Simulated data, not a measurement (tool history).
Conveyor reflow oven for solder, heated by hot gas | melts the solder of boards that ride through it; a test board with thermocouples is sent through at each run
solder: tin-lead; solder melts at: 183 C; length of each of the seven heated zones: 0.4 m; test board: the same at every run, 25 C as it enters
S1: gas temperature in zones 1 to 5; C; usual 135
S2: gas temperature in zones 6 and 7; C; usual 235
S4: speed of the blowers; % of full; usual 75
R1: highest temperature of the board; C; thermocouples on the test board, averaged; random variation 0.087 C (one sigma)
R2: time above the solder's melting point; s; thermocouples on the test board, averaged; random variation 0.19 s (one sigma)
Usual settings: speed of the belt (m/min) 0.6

run 1 hour=0 | S1=135 S2=235 speed_of_the_belt_(m/min)=0.6 S4=75 | R1=222.95 R2=65.1
run 2 hour=39.5 | S1=135 S2=235 speed_of_the_belt_(m/min)=0.6 S4=75 | R1=222.79 R2=65.1
run 3 hour=77.6 | S1=135 S2=235 speed_of_the_belt_(m/min)=0.6 S4=75 | R1=222.57 R2=64.8
run 4 hour=103 | S1=135 S2=235 speed_of_the_belt_(m/min)=0.6 S4=75 | R1=222.71 R2=65
run 5 hour=149.2 | S1=135 S2=235 speed_of_the_belt_(m/min)=0.6 S4=75 | R1=222.73 R2=64.6
run 6 hour=177.3 | S1=135 S2=249 speed_of_the_belt_(m/min)=0.6 S4=75 | R1=235.25 R2=72.2
run 7 hour=205.2 | S1=135 S2=249 speed_of_the_belt_(m/min)=0.6 S4=75 | R1=235.21 R2=72.1
run 8 hour=261.8 | S1=135 S2=249 speed_of_the_belt_(m/min)=0.6 S4=75 | R1=233.95 R2=71.4
run 9 hour=302.1 | S1=135 S2=238 speed_of_the_belt_(m/min)=0.6 S4=75 | R1=223.9 R2=65.3
run 10 hour=356 | S1=135 S2=235 speed_of_the_belt_(m/min)=0.6 S4=75 | R1=221.08 R2=63.3
run 11 hour=381.6 | S1=135 S2=235 speed_of_the_belt_(m/min)=0.6 S4=75 | R1=221.08 R2=63.1
run 12 hour=415.5 | S1=135 S2=235 speed_of_the_belt_(m/min)=0.6 S4=75 | R1=220.72 R2=63.5
run 13 hour=461.8 | S1=135 S2=235 speed_of_the_belt_(m/min)=0.6 S4=75 | R1=223.88 R2=66.1
run 14 hour=495.7 | S1=139 S2=235 speed_of_the_belt_(m/min)=0.6 S4=75 | R1=224.35 R2=67.5
run 15 hour=530.4 | S1=139 S2=235 speed_of_the_belt_(m/min)=0.6 S4=75 | R1=224.43 R2=67.3
run 16 hour=567.2 | S1=139 S2=235 speed_of_the_belt_(m/min)=0.6 S4=75 | R1=224.22 R2=67.6
run 17 hour=606.2 | S1=149 S2=235 speed_of_the_belt_(m/min)=0.672 S4=75 | R1=222.58 R2=62.4
run 18 hour=633.2 | S1=149 S2=235 speed_of_the_belt_(m/min)=0.672 S4=75 | R1=222.47 R2=62.2
run 19 hour=677.9 | S1=126 S2=248 speed_of_the_belt_(m/min)=0.547 S4=60 | R1=233.29 R2=75.1
run 20 hour=738.4 | S1=126 S2=248 speed_of_the_belt_(m/min)=0.635 S4=51 | R1=222.9 R2=57.5
run 21 hour=777.6 | S1=135 S2=243 speed_of_the_belt_(m/min)=0.635 S4=57 | R1=222.67 R2=60.7
run 22 hour=806.5 | S1=135 S2=235 speed_of_the_belt_(m/min)=0.584 S4=55 | R1=217.94 R2=62.3
run 23 hour=856.1 | S1=135 S2=239 speed_of_the_belt_(m/min)=0.6 S4=67 | R1=225.19 R2=67
run 24 hour=903.2 | S1=139 S2=235 speed_of_the_belt_(m/min)=0.589 S4=75 | R1=224.3 R2=69.5
run 25 hour=935.1 | S1=135 S2=235 speed_of_the_belt_(m/min)=0.6 S4=70 | R1=222.2 R2=65.3
run 26 hour=988.3 | S1=135 S2=235 speed_of_the_belt_(m/min)=0.6 S4=70 | R1=221.95 R2=65.1
run 27 hour=1017.8 | S1=135 S2=235 speed_of_the_belt_(m/min)=0.6 S4=70 | R1=222.09 R2=65.1
run 28 hour=1076 | S1=135 S2=248 speed_of_the_belt_(m/min)=0.6 S4=70 | R1=233.61 R2=71.9
run 29 hour=1103.8 | S1=127 S2=245 speed_of_the_belt_(m/min)=0.691 S4=54 | R1=218.65 R2=50.2
run 30 hour=1140.7 | S1=142 S2=245 speed_of_the_belt_(m/min)=0.691 S4=64 | R1=225.61 R2=60.2

Not shown: 4 entries that the log had between the listed runs. Between which runs, and how does the tool's hidden state differ before and after?
Between runs 7 and 8: flux residue cleaned out of gas plates and filters (hour 245.2)
  heat that the gas passes to the board, % of a clean oven's: 94 -> 89.1; belt's true speed, % of the reading: 98.38 -> 98.31; true gas temperature in zones 6 and 7 over the reading, C: 0.83 -> 0.88
  measured less the result without the state, R1: -0.19 -> -1.42 C; R2: +1.1 -> +0.5 s
Between runs 12 and 13: flux residue cleaned out of gas plates and filters, once more (hour 434.5)
  heat that the gas passes to the board, % of a clean oven's: 86.8 -> 99.4; belt's true speed, % of the reading: 98.1 -> 98.04; true gas temperature in zones 6 and 7 over the reading, C: 1.02 -> 1.06
  measured less the result without the state, R1: -1.65 -> +1.38 C; R2: -0.4 -> +2.3 s
Between runs 19 and 20: thermocouples of zones 6 and 7 changed (hour 737.8)
  heat that the gas passes to the board, % of a clean oven's: 95.8 -> 94.7; belt's true speed, % of the reading: 97.75 -> 97.68; true gas temperature in zones 6 and 7 over the reading, C: 1.26 -> 0.42
  measured less the result without the state, R1: +1.05 -> +0.21 C; R2: +2.4 -> +1.5 s
Between runs 22 and 23: flux residue cleaned out of gas plates and filters (hour 814.4)
  heat that the gas passes to the board, % of a clean oven's: 93.7 -> 99.1; belt's true speed, % of the reading: 97.58 -> 97.52; true gas temperature in zones 6 and 7 over the reading, C: 0.49 -> 0.53
  measured less the result without the state, R1: +0.04 -> +1.07 C; R2: +1.4 -> +2.4 s
